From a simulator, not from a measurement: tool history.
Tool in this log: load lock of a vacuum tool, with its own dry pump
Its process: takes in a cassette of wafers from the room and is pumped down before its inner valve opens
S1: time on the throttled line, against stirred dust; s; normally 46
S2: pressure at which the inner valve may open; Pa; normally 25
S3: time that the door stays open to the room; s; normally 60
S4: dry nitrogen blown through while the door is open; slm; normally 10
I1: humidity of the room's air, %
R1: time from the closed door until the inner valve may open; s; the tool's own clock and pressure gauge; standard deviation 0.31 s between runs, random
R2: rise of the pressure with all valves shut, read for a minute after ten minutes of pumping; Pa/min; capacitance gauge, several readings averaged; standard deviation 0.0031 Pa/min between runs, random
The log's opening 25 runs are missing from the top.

run 26 hour=3699.3 | S1=46 S2=19 S3=60 S4=10 | I1=46.1 | R1=68.5 R2=0.151
run 27 hour=3821.1 | S1=52 S2=26 S3=60 S4=10 | I1=44.1 | R1=72.9 R2=0.157
run 28 hour=3910.0 | S1=52 S2=26 S3=60 S4=10 | I1=45.2 | R1=73.0 R2=0.161
run 29 hour=4024.8 | S1=52 S2=26 S3=41 S4=23 | I1=43.6 | R1=72.4 R2=0.139
run 30 hour=4214.7 | S1=76 S2=31 S3=99 S4=8 | I1=44.1 | R1=93.2 R2=0.177
run 31 hour=4313.0 | S1=46 S2=47 S3=202 S4=21 | I1=46.2 | R1=65.6 R2=0.184
run 32 hour=4473.4 | S1=46 S2=27 S3=46 S4=38 | I1=48.4 | R1=67.7 R2=0.146
run 33 hour=4575.7 | S1=37 S2=36 S3=183 S4=12 | I1=43.9 | R1=58.4 R2=0.197
run 34 hour=4770.9 | S1=61 S2=25 S3=41 S4=10 | I1=41.9 | R1=80.8 R2=0.162
run 35 hour=4883.3 | S1=61 S2=25 S3=41 S4=10 | I1=46.3 | R1=80.5 R2=0.175
run 36 hour=4973.7 | S1=61 S2=25 S3=41 S4=10 | I1=43.6 | R1=80.9 R2=0.168
run 37 hour=5118.5 | S1=38 S2=25 S3=41 S4=10 | I1=48.2 | R1=60.9 R2=0.176
run 38 hour=5203.8 | S1=40 S2=24 S3=27 S4=10 | I1=45.3 | R1=62.4 R2=0.174

Branching from run 38: 3 alternative next runs. What would each branch give?
run A hour=5294.7 | S1=40 S2=26 S3=71 S4=29 | I1=45.7 | R1=? R2=?
run B hour=5294.7 | S1=71 S2=24 S3=230 S4=8 | I1=49.7 | R1=? R2=?
run C hour=5294.7 | S1=46 S2=24 S3=33 S4=22 | I1=45.2 | R1=? R2=?

run=A R1=62.4 R2=0.182
run=B R1=90.7 R2=0.232
run=C R1=68.0 R2=0.172
Stripped of hidden state, with their random variation kept, the same runs would have yielded:
run=A R1=59.5 R2=0.059
run=B R1=88.2 R2=0.111
run=C R1=65.1 R2=0.049
